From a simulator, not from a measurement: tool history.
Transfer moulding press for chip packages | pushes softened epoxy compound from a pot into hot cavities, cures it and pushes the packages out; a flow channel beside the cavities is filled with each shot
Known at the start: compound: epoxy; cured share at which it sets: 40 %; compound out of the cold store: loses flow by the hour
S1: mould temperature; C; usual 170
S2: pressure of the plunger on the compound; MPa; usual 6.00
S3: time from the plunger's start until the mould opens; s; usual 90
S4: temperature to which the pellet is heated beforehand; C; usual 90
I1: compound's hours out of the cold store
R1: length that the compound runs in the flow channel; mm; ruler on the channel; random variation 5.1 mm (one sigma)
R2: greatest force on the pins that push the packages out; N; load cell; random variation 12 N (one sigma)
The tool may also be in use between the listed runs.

{"run": 1, "hour": 0.0, "S1": 170, "S2": 6.0, "S3": 90, "S4": 90, "I1": 10.4, "R1": 1031, "R2": 864}
{"hour": 34.7, "done": "mould's thermocouples calibrated"}
{"hour": 36.2, "done": "cavities cleaned with cleaning compound and waxed"}
{"run": 2, "hour": 48.4, "S1": 170, "S2": 6.0, "S3": 90, "S4": 90, "I1": 26.5, "R1": 940, "R2": 707}
{"run": 3, "hour": 76.9, "S1": 170, "S2": 6.0, "S3": 90, "S4": 90, "I1": 40.2, "R1": 879, "R2": 899}
{"hour": 94.3, "done": "cavities cleaned with cleaning compound and waxed"}
{"run": 4, "hour": 126.7, "S1": 170, "S2": 6.0, "S3": 90, "S4": 90, "I1": 16.6, "R1": 977, "R2": 923}
{"hour": 150.3, "done": "cavities cleaned with cleaning compound and waxed"}
{"run": 5, "hour": 181.8, "S1": 170, "S2": 6.0, "S3": 90, "S4": 94, "I1": 39.8, "R1": 861, "R2": 848}
{"hour": 209.5, "done": "cavities cleaned with cleaning compound and waxed"}
{"run": 6, "hour": 247.9, "S1": 170, "S2": 6.0, "S3": 90, "S4": 81, "I1": 22.8, "R1": 920, "R2": 947}
{"hour": 265.0, "done": "cavities cleaned with cleaning compound and waxed"}
{"run": 7, "hour": 296.6, "S1": 177, "S2": 6.0, "S3": 90, "S4": 90, "I1": 34.3, "R1": 849, "R2": 679}
{"hour": 323.8, "done": "cavities cleaned with cleaning compound and waxed"}
{"run": 8, "hour": 346.3, "S1": 177, "S2": 6.0, "S3": 90, "S4": 90, "I1": 23.3, "R1": 891, "R2": 676}
{"hour": 382.5, "done": "cavities cleaned with cleaning compound and waxed"}
{"run": 9, "hour": 387.5, "S1": 170, "S2": 6.0, "S3": 90, "S4": 90, "I1": 26.7, "R1": 880, "R2": 624}
{"hour": 436.7, "done": "plunger's sealing rings changed"}
{"run": 10, "hour": 436.7, "S1": 170, "S2": 6.0, "S3": 90, "S4": 90, "I1": 34.3, "R1": 911, "R2": 981}
{"hour": 442.1, "done": "cavities cleaned with cleaning compound and waxed"}
{"run": 11, "hour": 483.3, "S1": 170, "S2": 6.0, "S3": 90, "S4": 90, "I1": 21.4, "R1": 961, "R2": 1024}
{"hour": 499.3, "done": "cavities cleaned with cleaning compound and waxed"}
{"run": 12, "hour": 514.5, "S1": 170, "S2": 6.01, "S3": 90, "S4": 90, "I1": 39.8, "R1": 867, "R2": 710}
{"run": 13, "hour": 546.0, "S1": 170, "S2": 5.3, "S3": 113, "S4": 98, "I1": 23.9, "R1": 882, "R2": 788}
{"hour": 557.7, "done": "cavities cleaned with cleaning compound and waxed"}
{"run": 14, "hour": 577.2, "S1": 173, "S2": 5.49, "S3": 90, "S4": 90, "I1": 30.8, "R1": 863, "R2": 732}
{"hour": 613.1, "done": "cavities cleaned with cleaning compound and waxed"}
{"run": 15, "hour": 615.3, "S1": 170, "S2": 5.76, "S3": 106, "S4": 90, "I1": 28.5, "R1": 899, "R2": 500}
{"run": 16, "hour": 664.6, "S1": 170, "S2": 5.76, "S3": 106, "S4": 90, "I1": 12.4, "R1": 972, "R2": 853}
{"hour": 671.7, "done": "cavities cleaned with cleaning compound and waxed"}
{"hour": 708.8, "done": "mould's thermocouples calibrated"}
{"run": 17, "hour": 719.6, "S1": 170, "S2": 6.0, "S3": 72, "S4": 95, "I1": 9.8, "R1": 984, "R2": 1649}
{"hour": 733.4, "done": "cavities cleaned with cleaning compound and waxed"}
{"run": 18, "hour": 761.0, "S1": 163, "S2": 6.98, "S3": 112, "S4": 97, "I1": 42.2, "R1": 912, "R2": 846}

Run 19 comes next. What will it give?
{"hour": 790.8, "done": "cavities cleaned with cleaning compound and waxed"}
{"run": 19, "hour": 816.1, "S1": 163, "S2": 6.98, "S3": 112, "S4": 97, "I1": 38.4, "R1": "?", "R2": "?"}

Run 19 gave R1 926 mm, R2 807 N.
Without the tool's hidden state the same run would have given R1 986 mm, R2 549 N.
